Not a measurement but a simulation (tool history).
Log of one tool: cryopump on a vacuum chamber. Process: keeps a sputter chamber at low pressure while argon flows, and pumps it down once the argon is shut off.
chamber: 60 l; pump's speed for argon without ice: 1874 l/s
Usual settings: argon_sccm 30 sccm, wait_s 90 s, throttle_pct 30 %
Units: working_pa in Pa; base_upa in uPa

run 1 hour=0.0 | argon_sccm=30 wait_s=90 throttle_pct=30 | working_pa=0.0952 base_upa=1.65
run 2 hour=9.0 | argon_sccm=30 wait_s=90 throttle_pct=30 | working_pa=0.0944 base_upa=1.63
run 3 hour=18.7 | argon_sccm=30 wait_s=90 throttle_pct=30 | working_pa=0.0954 base_upa=1.64
run 4 hour=32.2 | argon_sccm=30 wait_s=90 throttle_pct=30 | working_pa=0.0940 base_upa=1.67
run 5 hour=51.4 | argon_sccm=30 wait_s=90 throttle_pct=30 | working_pa=0.0939 base_upa=1.66
run 6 hour=70.5 | argon_sccm=30 wait_s=90 throttle_pct=18 | working_pa=0.1548 base_upa=1.71
run 7 hour=80.8 | argon_sccm=30 wait_s=90 throttle_pct=30 | working_pa=0.0950 base_upa=1.69
run 8 hour=90.4 | argon_sccm=30 wait_s=90 throttle_pct=21 | working_pa=0.1329 base_upa=1.66
run 9 hour=104.3 | argon_sccm=30 wait_s=90 throttle_pct=30 | working_pa=0.0949 base_upa=1.69
run 10 hour=118.0 | argon_sccm=30 wait_s=90 throttle_pct=30 | working_pa=0.0957 base_upa=1.71
run 11 hour=128.5 | argon_sccm=30 wait_s=90 throttle_pct=30 | working_pa=0.0947 base_upa=1.69
run 12 hour=142.9 | argon_sccm=28 wait_s=90 throttle_pct=30 | working_pa=0.0895 base_upa=1.73
run 13 hour=154.3 | argon_sccm=30 wait_s=90 throttle_pct=28 | working_pa=0.1025 base_upa=1.73
run 14 hour=168.1 | argon_sccm=30 wait_s=22 throttle_pct=30 | working_pa=0.0946 base_upa=3.58
run 15 hour=183.0 | argon_sccm=30 wait_s=22 throttle_pct=30 | working_pa=0.0959 base_upa=3.56
run 16 hour=202.0 | argon_sccm=27 wait_s=90 throttle_pct=30 | working_pa=0.0864 base_upa=1.74
run 17 hour=218.8 | argon_sccm=30 wait_s=90 throttle_pct=30 | working_pa=0.0959 base_upa=1.77
run 18 hour=236.1 | argon_sccm=41 wait_s=105 throttle_pct=21 | working_pa=0.1835 base_upa=1.66
run 19 hour=251.3 | argon_sccm=41 wait_s=105 throttle_pct=21 | working_pa=0.1857 base_upa=1.71
run 20 hour=261.2 | argon_sccm=27 wait_s=187 throttle_pct=31 | working_pa=0.0834 base_upa=1.50
run 21 hour=275.1 | argon_sccm=27 wait_s=187 throttle_pct=22 | working_pa=0.1168 base_upa=1.53
run 22 hour=292.2 | argon_sccm=27 wait_s=187 throttle_pct=22 | working_pa=0.1172 base_upa=1.56
run 23 hour=308.7 | argon_sccm=27 wait_s=187 throttle_pct=22 | working_pa=0.1161 base_upa=1.49
run 24 hour=322.3 | argon_sccm=27 wait_s=65 throttle_pct=24 | working_pa=0.1069 base_upa=2.04
run 25 hour=330.5 | argon_sccm=59 wait_s=42 throttle_pct=47 | working_pa=0.1274 base_upa=2.53
run 26 hour=350.3 | argon_sccm=16 wait_s=151 throttle_pct=17 | working_pa=0.0885 base_upa=1.65
run 27 hour=363.2 | argon_sccm=30 wait_s=90 throttle_pct=21 | working_pa=0.1353 base_upa=1.91
run 28 hour=382.5 | argon_sccm=32 wait_s=90 throttle_pct=44 | working_pa=0.0736 base_upa=1.91
run 29 hour=399.9 | argon_sccm=29 wait_s=90 throttle_pct=27 | working_pa=0.1022 base_upa=1.88
run 30 hour=418.7 | argon_sccm=57 wait_s=234 throttle_pct=30 | working_pa=0.1855 base_upa=1.59
run 31 hour=427.9 | argon_sccm=30 wait_s=26 throttle_pct=21 | working_pa=0.1356 base_upa=3.43
run 32 hour=447.1 | argon_sccm=48 wait_s=52 throttle_pct=16 | working_pa=0.2834 base_upa=2.36
run 33 hour=457.1 | argon_sccm=44 wait_s=51 throttle_pct=20 | working_pa=0.2116 base_upa=2.40
run 34 hour=467.7 | argon_sccm=12 wait_s=92 throttle_pct=29 | working_pa=0.0407 base_upa=1.87

Forecast each of these 4 alternatives for the next run:
run A hour=485.0 | argon_sccm=12 wait_s=114 throttle_pct=18 | working_pa=? base_upa=?
run B hour=485.0 | argon_sccm=13 wait_s=92 throttle_pct=29 | working_pa=? base_upa=?
run C hour=485.0 | argon_sccm=12 wait_s=146 throttle_pct=18 | working_pa=? base_upa=?
run D hour=485.0 | argon_sccm=30 wait_s=90 throttle_pct=38 | working_pa=? base_upa=?

run=A working_pa=0.0624 base_upa=1.85
run=B working_pa=0.0438 base_upa=1.99
run=C working_pa=0.0626 base_upa=1.72
run=D working_pa=0.0802 base_upa=1.93
Without the tool's hidden state the same runs would have given:
run=A working_pa=0.0592 base_upa=0.63
run=B working_pa=0.0403 base_upa=0.76
run=C working_pa=0.0593 base_upa=0.52
run=D working_pa=0.0721 base_upa=0.74
